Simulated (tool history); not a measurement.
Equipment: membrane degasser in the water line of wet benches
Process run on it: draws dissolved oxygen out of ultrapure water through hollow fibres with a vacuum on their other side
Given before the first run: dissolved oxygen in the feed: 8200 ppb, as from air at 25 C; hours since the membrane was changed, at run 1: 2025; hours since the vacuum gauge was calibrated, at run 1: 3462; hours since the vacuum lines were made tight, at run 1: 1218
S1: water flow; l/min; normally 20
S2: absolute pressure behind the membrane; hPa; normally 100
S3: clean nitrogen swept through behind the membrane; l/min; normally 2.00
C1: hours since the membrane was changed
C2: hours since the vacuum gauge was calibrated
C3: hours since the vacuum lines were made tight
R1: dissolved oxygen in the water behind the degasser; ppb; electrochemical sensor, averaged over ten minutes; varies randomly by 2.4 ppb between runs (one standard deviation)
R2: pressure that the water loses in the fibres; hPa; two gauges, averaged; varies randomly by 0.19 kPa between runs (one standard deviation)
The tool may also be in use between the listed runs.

run,hour,S1,S2,S3,C1,C2,C3,R1,R2
1,0.0,20,100,2.00,2025,3462,1218,250.4,376.7
2,27.3,20,100,2.00,2052,3489,1245,252.3,381.5
3,50.6,20,100,2.00,2075,3513,1269,249.4,379.0
4,89.2,20,100,2.80,2114,3551,1307,206.3,376.6
5,137.6,20,100,2.80,2162,3600,1356,207.5,374.7
6,187.3,20,100,2.80,2212,3649,1405,209.7,378.4
7,232.4,12,100,2.00,2257,3694,1450,124.8,226.3
8,264.5,12,100,2.00,2289,3727,1483,125.2,227.2
9,311.9,12,100,2.00,2336,3774,1530,127.1,224.7
10,347.3,12,100,2.00,2372,3809,1565,125.4,228.3
11,384.2,12,158,2.00,2409,3846,1602,209.6,229.1
12,432.4,20,100,2.00,2457,3895,1650,251.9,380.0
13,475.6,20,175,2.00,2500,3938,1694,413.4,379.8
14,523.3,20,100,2.00,2548,3985,1741,254.4,379.6
15,557.9,20,100,2.00,2582,4020,1776,252.8,379.0
16,584.1,20,100,2.00,2609,4046,1802,251.1,379.2
17,634.3,20,100,2.00,2659,4096,1852,249.5,382.3
18,664.8,14,227,5.99,2689,4127,1883,151.5,265.5
19,703.8,19,63,0.80,2728,4166,1922,254.8,358.1
20,748.6,23,113,0.80,2773,4211,1967,605.8,438.5

For run 21, what comes out?
21,795.5,23,113,0.80,2820,4258,2014,?,?

Run 21 measured R1 601.8 ppb, R2 435.5 hPa.
With the hidden condition absent and the run-to-run variation left alone, this run would have shown R1 580.4 ppb, R2 431.2 hPa.

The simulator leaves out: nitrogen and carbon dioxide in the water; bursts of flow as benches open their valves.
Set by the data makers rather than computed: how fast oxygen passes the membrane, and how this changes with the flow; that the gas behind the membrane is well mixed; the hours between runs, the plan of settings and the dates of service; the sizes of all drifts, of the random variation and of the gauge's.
